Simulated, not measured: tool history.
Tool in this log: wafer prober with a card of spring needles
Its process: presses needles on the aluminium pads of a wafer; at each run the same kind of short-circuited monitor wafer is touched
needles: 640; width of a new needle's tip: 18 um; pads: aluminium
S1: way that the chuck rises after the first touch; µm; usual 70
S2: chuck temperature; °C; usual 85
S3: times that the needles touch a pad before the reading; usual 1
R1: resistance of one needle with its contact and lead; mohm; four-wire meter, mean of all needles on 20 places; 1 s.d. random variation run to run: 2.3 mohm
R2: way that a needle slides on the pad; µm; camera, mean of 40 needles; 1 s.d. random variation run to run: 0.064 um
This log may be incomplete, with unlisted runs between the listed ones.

Run 1, day 0.000: usual settings. Result: R1 263 mohm, R2 12.98 µm.
At day 0.108: tips cleaned on abrasive film.
At day 0.242: tips cleaned on abrasive film.
At day 0.350: tips cleaned on abrasive film.
At day 0.458: tips cleaned on abrasive film.
At day 0.567: tips cleaned on abrasive film.
At day 0.704: tips cleaned on abrasive film.
At day 0.812: tips cleaned on abrasive film.
At day 0.946: tips cleaned on abrasive film.
At day 1.054: tips cleaned on abrasive film.
At day 1.162: tips cleaned on abrasive film.
Run 2, day 1.233: usual settings. Result: R1 284 mohm, R2 12.80 µm.
At day 1.292: tips cleaned on abrasive film.
At day 1.400: tips cleaned on abrasive film.
At day 1.533: tips cleaned on abrasive film.
At day 1.667: tips cleaned on abrasive film.
At day 1.775: tips cleaned on abrasive film.
At day 1.912: tips cleaned on abrasive film.
At day 2.046: tips cleaned on abrasive film.
At day 2.154: tips cleaned on abrasive film.
At day 2.246: height of the first contact set anew.
At day 2.275: tips cleaned on abrasive film.
At day 2.383: tips cleaned on abrasive film.
At day 2.492: tips cleaned on abrasive film.
Run 3, day 2.562: usual settings. Result: R1 283 mohm, R2 13.53 µm.
At day 2.621: tips cleaned on abrasive film.
At day 2.729: tips cleaned on abrasive film.
At day 2.838: tips cleaned on abrasive film.
At day 2.946: tips cleaned on abrasive film.
At day 3.079: tips cleaned on abrasive film.
At day 3.188: tips cleaned on abrasive film.
Run 4, day 3.267: usual settings but S1 71 µm. Result: R1 285 mohm, R2 13.50 µm.
At day 3.300: tips cleaned on abrasive film.
At day 3.408: tips cleaned on abrasive film.
At day 3.542: tips cleaned on abrasive film.
At day 3.650: tips cleaned on abrasive film.
At day 3.758: tips cleaned on abrasive film.
At day 3.892: tips cleaned on abrasive film.
At day 4.000: tips cleaned on abrasive film.
At day 4.108: tips cleaned on abrasive film.
At day 4.217: tips cleaned on abrasive film.
At day 4.354: tips cleaned on abrasive film.
At day 4.462: tips cleaned on abrasive film.
At day 4.592: tips cleaned on abrasive film.
Run 5, day 4.592: usual settings but S1 71 µm. Result: R1 260 mohm, R2 13.36 µm.
At day 4.700: tips cleaned on abrasive film.
At day 4.833: tips cleaned on abrasive film.
At day 4.942: tips cleaned on abrasive film.
At day 5.079: tips cleaned on abrasive film.
At day 5.188: tips cleaned on abrasive film.
At day 5.296: tips cleaned on abrasive film.
Run 6, day 5.396: usual settings but S1 65 µm. Result: R1 302 mohm, R2 11.98 µm.
At day 5.425: tips cleaned on abrasive film.
At day 5.533: tips cleaned on abrasive film.
At day 5.642: tips cleaned on abrasive film.
At day 5.750: tips cleaned on abrasive film.
At day 5.883: tips cleaned on abrasive film.
At day 5.992: tips cleaned on abrasive film.
At day 6.100: tips cleaned on abrasive film.
At day 6.238: tips cleaned on abrasive film.
At day 6.346: tips cleaned on abrasive film.
At day 6.479: tips cleaned on abrasive film.
Run 7, day 6.558: usual settings but S2 38 °C. Result: R1 284 mohm, R2 12.85 µm.
At day 6.588: tips cleaned on abrasive film.
At day 6.721: tips cleaned on abrasive film.
At day 6.829: tips cleaned on abrasive film.
At day 6.967: tips cleaned on abrasive film.
At day 7.075: tips cleaned on abrasive film.
At day 7.208: tips cleaned on abrasive film.
At day 7.342: tips cleaned on abrasive film.
At day 7.450: tips cleaned on abrasive film.
At day 7.558: tips cleaned on abrasive film.
At day 7.667: tips cleaned on abrasive film.
At day 7.804: tips cleaned on abrasive film.
Run 8, day 7.875: usual settings. Result: R1 291 mohm, R2 12.68 µm.
At day 7.929: tips cleaned on abrasive film.
At day 8.038: tips cleaned on abrasive film.
At day 8.050: height of the first contact set anew.
At day 8.183: tips cleaned on abrasive film.
At day 8.292: tips cleaned on abrasive film.
At day 8.400: tips cleaned on abrasive film.
Run 9, day 8.483: usual settings. Result: R1 296 mohm, R2 13.53 µm.
At day 8.512: tips cleaned on abrasive film.
At day 8.621: tips cleaned on abrasive film.
At day 8.729: tips cleaned on abrasive film.
At day 8.867: tips cleaned on abrasive film.
At day 9.000: tips cleaned on abrasive film.
At day 9.133: tips cleaned on abrasive film.
At day 9.267: tips cleaned on abrasive film.
At day 9.404: tips cleaned on abrasive film.
At day 9.512: tips cleaned on abrasive film.
Run 10, day 9.579: usual settings. Result: R1 291 mohm, R2 13.39 µm.
At day 9.633: tips cleaned on abrasive film.
At day 9.742: tips cleaned on abrasive film.
At day 9.850: tips cleaned on abrasive film.
At day 9.983: tips cleaned on abrasive film.
At day 10.121: tips cleaned on abrasive film.
At day 10.229: tips cleaned on abrasive film.
At day 10.362: tips cleaned on abrasive film.
At day 10.496: tips cleaned on abrasive film.
At day 10.629: tips cleaned on abrasive film.
At day 10.738: tips cleaned on abrasive film.
At day 10.862: tips cleaned on abrasive film.
Run 11, day 10.862: usual settings but S1 72 µm. Result: R1 267 mohm, R2 13.37 µm.
At day 10.971: tips cleaned on abrasive film.
At day 11.079: tips cleaned on abrasive film.
At day 11.217: tips cleaned on abrasive film.
At day 11.350: tips cleaned on abrasive film.
At day 11.458: tips cleaned on abrasive film.
At day 11.567: tips cleaned on abrasive film.
At day 11.700: tips cleaned on abrasive film.
At day 11.808: tips cleaned on abrasive film.
At day 11.942: tips cleaned on abrasive film.
Run 12, day 11.962: usual settings but S1 68 µm, S2 67 °C, S3 3. Result: R1 261 mohm, R2 12.58 µm.
At day 12.071: tips cleaned on abrasive film.
At day 12.179: tips cleaned on abrasive film.
At day 12.288: tips cleaned on abrasive film.
At day 12.421: tips cleaned on abrasive film.
At day 12.554: tips cleaned on abrasive film.
At day 12.688: tips cleaned on abrasive film.
At day 12.825: tips cleaned on abrasive film.
At day 12.958: tips cleaned on abrasive film.
At day 13.092: tips cleaned on abrasive film.
At day 13.200: tips cleaned on abrasive film.
Run 13, day 13.258: usual settings but S1 71 µm, S3 2. Result: R1 278 mohm, R2 12.88 µm.
At day 13.312: tips cleaned on abrasive film.
At day 13.421: tips cleaned on abrasive film.
At day 13.554: tips cleaned on abrasive film.
At day 13.662: tips cleaned on abrasive film.
At day 13.800: tips cleaned on abrasive film.
At day 13.862: height of the first contact set anew.
At day 13.946: tips cleaned on abrasive film.
Run 14, day 13.988: usual settings but S1 59 µm, S2 27 °C, S3 2. Result: R1 269 mohm, R2 11.38 µm.
At day 14.067: tips cleaned on abrasive film.
At day 14.204: tips cleaned on abrasive film.
At day 14.338: tips cleaned on abrasive film.
At day 14.471: tips cleaned on abrasive film.
At day 14.579: tips cleaned on abrasive film.
At day 14.688: tips cleaned on abrasive film.
At day 14.821: tips cleaned on abrasive film.
At day 14.929: tips cleaned on abrasive film.
Run 15, day 15.008: usual settings but S1 74 µm, S3 3. Result: R1 272 mohm, R2 14.15 µm.
At day 15.042: tips cleaned on abrasive film.
At day 15.175: tips cleaned on abrasive film.
At day 15.308: tips cleaned on abrasive film.
At day 15.417: tips cleaned on abrasive film.
At day 15.525: tips cleaned on abrasive film.
At day 15.658: tips cleaned on abrasive film.
At day 15.767: tips cleaned on abrasive film.
At day 15.875: tips cleaned on abrasive film.
At day 15.983: tips cleaned on abrasive film.
At day 16.121: tips cleaned on abrasive film.
Run 16, day 16.142: usual settings but S2 44 °C. Result: R1 262 mohm, R2 13.21 µm.
At day 16.250: tips cleaned on abrasive film.
At day 16.383: tips cleaned on abrasive film.
At day 16.521: tips cleaned on abrasive film.
At day 16.654: tips cleaned on abrasive film.
At day 16.762: tips cleaned on abrasive film.
Run 17, day 16.788: usual settings but S2 44 °C. Result: R1 271 mohm, R2 13.10 µm.
At day 16.896: tips cleaned on abrasive film.
At day 17.004: tips cleaned on abrasive film.
At day 17.138: tips cleaned on abrasive film.
At day 17.271: tips cleaned on abrasive film.
At day 17.408: tips cleaned on abrasive film.
At day 17.517: tips cleaned on abrasive film.
At day 17.650: tips cleaned on abrasive film.
At day 17.758: tips cleaned on abrasive film.
At day 17.892: tips cleaned on abrasive film.
At day 18.004: tips cleaned on abrasive film.
Run 18, day 18.004: usual settings but S2 44 °C. Result: R1 256 mohm, R2 12.90 µm.
At day 18.117: tips cleaned on abrasive film.
At day 18.225: tips cleaned on abrasive film.
At day 18.333: tips cleaned on abrasive film.
At day 18.467: tips cleaned on abrasive film.
At day 18.575: tips cleaned on abrasive film.
At day 18.708: tips cleaned on abrasive film.
At day 18.842: tips cleaned on abrasive film.
At day 18.979: tips cleaned on abrasive film.
At day 19.088: tips cleaned on abrasive film.
At day 19.221: tips cleaned on abrasive film.
At day 19.329: tips cleaned on abrasive film.
Run 19, day 19.358: usual settings but S2 44 °C. Result: R1 273 mohm, R2 12.68 µm.
At day 19.442: tips cleaned on abrasive film.
At day 19.550: tips cleaned on abrasive film.
At day 19.667: height of the first contact set anew.
At day 19.696: tips cleaned on abrasive film.
At day 19.804: tips cleaned on abrasive film.
At day 19.942: tips cleaned on abrasive film.
At day 20.050: tips cleaned on abrasive film.
At day 20.183: tips cleaned on abrasive film.
Run 20, day 20.221: usual settings but S2 44 °C. Result: R1 271 mohm, R2 13.36 µm.

Below are 4 alternative next runs, each starting from the tool's condition after run 20. Predict each:
At day 20.300: tips cleaned on abrasive film.
At day 20.408: tips cleaned on abrasive film.
At day 20.517: tips cleaned on abrasive film.
At day 20.654: tips cleaned on abrasive film.
At day 20.788: tips cleaned on abrasive film.
Run A, day 20.796: usual settings but S1 51 µm, S2 44 °C. Result: R1 ?, R2 ?.
At day 20.300: tips cleaned on abrasive film.
At day 20.408: tips cleaned on abrasive film.
At day 20.517: tips cleaned on abrasive film.
At day 20.654: tips cleaned on abrasive film.
At day 20.788: tips cleaned on abrasive film.
Run B, day 20.796: usual settings but S1 61 µm, S2 25 °C, S3 2. Result: R1 ?, R2 ?.
At day 20.300: tips cleaned on abrasive film.
At day 20.408: tips cleaned on abrasive film.
At day 20.517: tips cleaned on abrasive film.
At day 20.654: tips cleaned on abrasive film.
At day 20.788: tips cleaned on abrasive film.
Run C, day 20.796: usual settings but S1 61 µm, S2 44 °C. Result: R1 ?, R2 ?.
At day 20.300: tips cleaned on abrasive film.
At day 20.408: tips cleaned on abrasive film.
At day 20.517: tips cleaned on abrasive film.
At day 20.654: tips cleaned on abrasive film.
At day 20.788: tips cleaned on abrasive film.
Run D, day 20.796: usual settings but S1 82 µm, S2 44 °C. Result: R1 ?, R2 ?.

run   R1     R2
  A  274   9.70
  B  257  11.59
  C  268  11.68
  D  256  15.61
Without the tool's unlogged condition, the same runs would have read:
run   R1     R2
  A  247   9.87
  B  243  11.77
  C  248  11.86
  D  244  15.78

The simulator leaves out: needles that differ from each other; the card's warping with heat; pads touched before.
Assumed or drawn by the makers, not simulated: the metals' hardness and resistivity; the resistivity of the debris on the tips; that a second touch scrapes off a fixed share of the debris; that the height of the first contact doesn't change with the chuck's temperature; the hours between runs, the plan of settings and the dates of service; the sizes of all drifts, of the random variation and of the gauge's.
